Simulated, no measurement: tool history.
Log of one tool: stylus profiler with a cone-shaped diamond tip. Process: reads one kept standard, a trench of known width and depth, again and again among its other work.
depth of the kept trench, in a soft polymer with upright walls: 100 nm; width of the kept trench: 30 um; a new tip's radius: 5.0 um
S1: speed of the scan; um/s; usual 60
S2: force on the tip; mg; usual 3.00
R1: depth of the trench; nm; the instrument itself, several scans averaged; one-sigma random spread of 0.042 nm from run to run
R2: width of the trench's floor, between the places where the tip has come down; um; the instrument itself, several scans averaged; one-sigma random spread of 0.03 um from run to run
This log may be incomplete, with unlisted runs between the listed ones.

| run | hour | S1 | S2 | R1 | R2 |
|---|---|---|---|---|---|
| 1 | 0.0 | 60 | 3.00 | 101.49 | 27.91 |
| 2 | 37.3 | 60 | 1.72 | 101.04 | 27.81 |
| 3 | 81.2 | 23 | 3.00 | 101.44 | 27.95 |
| 4 | 102.9 | 23 | 3.00 | 101.52 | 27.95 |
| 5 | 126.0 | 23 | 3.00 | 101.52 | 27.94 |
| 6 | 168.1 | 23 | 3.00 | 101.49 | 27.98 |
| 7 | 200.7 | 23 | 3.00 | 101.51 | 27.97 |
| 8 | 229.5 | 23 | 3.00 | 101.44 | 27.98 |

For run 9, what comes out?
| 9 | 264.6 | 110 | 3.85 | ? | ? |

{"run 9": {"R1": 101.83, "R2": 27.76}}
With no hidden state in the tool, this same run would have given R1 101.84 nm, R2 27.79 um.
